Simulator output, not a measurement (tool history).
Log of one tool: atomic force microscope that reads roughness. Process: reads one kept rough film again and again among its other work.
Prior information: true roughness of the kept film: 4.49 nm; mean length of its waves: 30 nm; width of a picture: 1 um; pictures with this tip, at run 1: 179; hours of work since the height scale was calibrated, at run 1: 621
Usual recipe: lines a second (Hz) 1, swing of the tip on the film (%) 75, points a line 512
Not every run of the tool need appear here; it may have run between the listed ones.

| run | hour | lines a second (Hz) | swing of the tip on the film (%) | points a line | pictures with this tip | hours of work since the height scale was calibrated | roughness of the kept film (nm (root mean square)) |
|---|---|---|---|---|---|---|---|
| 1 | 0 | 1 | 75 | 512 | 179 | 621 | 2.879 |
| 2 | 32.2 | 1 | 75 | 512 | 225 | 643 | 2.79 |
|  | 73.7 | new tip fitted |
| 3 | 76.5 | 1 | 75 | 512 | 4 | 673 | 3.473 |
| 4 | 102.6 | 2.37 | 75 | 512 | 41 | 691 | 3.098 |
| 5 | 121.7 | 2.37 | 75 | 512 | 69 | 704 | 3.006 |
| 6 | 153.8 | 1 | 75 | 512 | 115 | 725 | 3.103 |
| 7 | 181.9 | 1 | 75 | 512 | 155 | 745 | 2.999 |
| 8 | 221.6 | 1.03 | 77 | 391 | 212 | 772 | 2.814 |
| 9 | 266.4 | 1.03 | 77 | 391 | 276 | 802 | 2.65 |
|  | 272.9 | new tip fitted |
| 10 | 297.5 | 1.03 | 77 | 391 | 35 | 823 | 3.319 |
| 11 | 321.7 | 1.03 | 77 | 391 | 70 | 839 | 3.2 |
| 12 | 367.7 | 1.43 | 58 | 512 | 136 | 871 | 3.11 |
| 13 | 391.7 | 1 | 75 | 493 | 171 | 887 | 2.927 |

Here are 5 independent what-if runs from the current tool condition. What would each one return?
| A | 422.2 | 1 | 77 | 322 | 214 | 908 | ? |
| B | 422.2 | 2.67 | 82 | 369 | 214 | 908 | ? |
| C | 422.2 | 0.78 | 73 | 338 | 214 | 908 | ? |
| D | 422.2 | 0.56 | 75 | 700 | 214 | 908 | ? |
| E | 422.2 | 0.64 | 75 | 512 | 214 | 908 | ? |

| run | roughness of the kept film (nm (root mean square)) |
|---|---|
| A | 2.762 |
| B | 2.41 |
| C | 2.846 |
| D | 2.898 |
| E | 2.867 |
With the hidden condition removed and each run's random variation left untouched, the same runs would have given:
| run | roughness of the kept film (nm (root mean square)) |
|---|---|
| A | 3.466 |
| B | 3.024 |
| C | 3.57 |
| D | 3.637 |
| E | 3.6 |
